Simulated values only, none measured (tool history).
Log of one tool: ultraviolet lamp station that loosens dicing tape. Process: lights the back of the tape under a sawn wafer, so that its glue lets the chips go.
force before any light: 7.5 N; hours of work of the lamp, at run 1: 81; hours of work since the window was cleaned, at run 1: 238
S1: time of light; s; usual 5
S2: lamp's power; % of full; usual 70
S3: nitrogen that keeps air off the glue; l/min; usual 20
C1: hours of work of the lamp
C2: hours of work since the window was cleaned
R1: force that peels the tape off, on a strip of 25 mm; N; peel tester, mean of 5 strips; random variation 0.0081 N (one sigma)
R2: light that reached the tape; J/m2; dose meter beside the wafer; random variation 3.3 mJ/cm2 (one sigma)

run,day,S1,S2,S3,C1,C2,R1,R2
1,0.000,5,70,20,81,238,0.380,4840
2,0.450,5,70,20,88,246,0.382,4800
3,0.838,5,70,20,94,252,0.381,4800
4,1.188,5,70,20,100,257,0.373,4820
5,1.542,5,91,20,106,263,0.230,6320
6,2.192,5,87,20,116,273,0.244,5960
7,2.529,5,87,20,121,279,0.255,5910
8,2.938,4,79,20,128,285,0.489,4290
9,3.725,4,79,20,140,298,0.503,4270
10,4.450,6,71,20,152,309,0.264,5720
11,4.812,6,71,20,158,315,0.255,5640
12,5.133,3,66,8,163,320,2.197,2640

Forecast each of these 3 alternatives for the next run:
A,5.617,3,79,7,171,328,?,?
B,5.617,3,86,33,171,328,?,?
C,5.617,3,66,8,171,328,?,?

run,R1,R2
A,1.897,3130
B,0.506,3440
C,2.224,2660
Without the tool's hidden state the same runs would have given:
run,R1,R2
A,1.640,3480
B,0.402,3820
C,1.950,2950

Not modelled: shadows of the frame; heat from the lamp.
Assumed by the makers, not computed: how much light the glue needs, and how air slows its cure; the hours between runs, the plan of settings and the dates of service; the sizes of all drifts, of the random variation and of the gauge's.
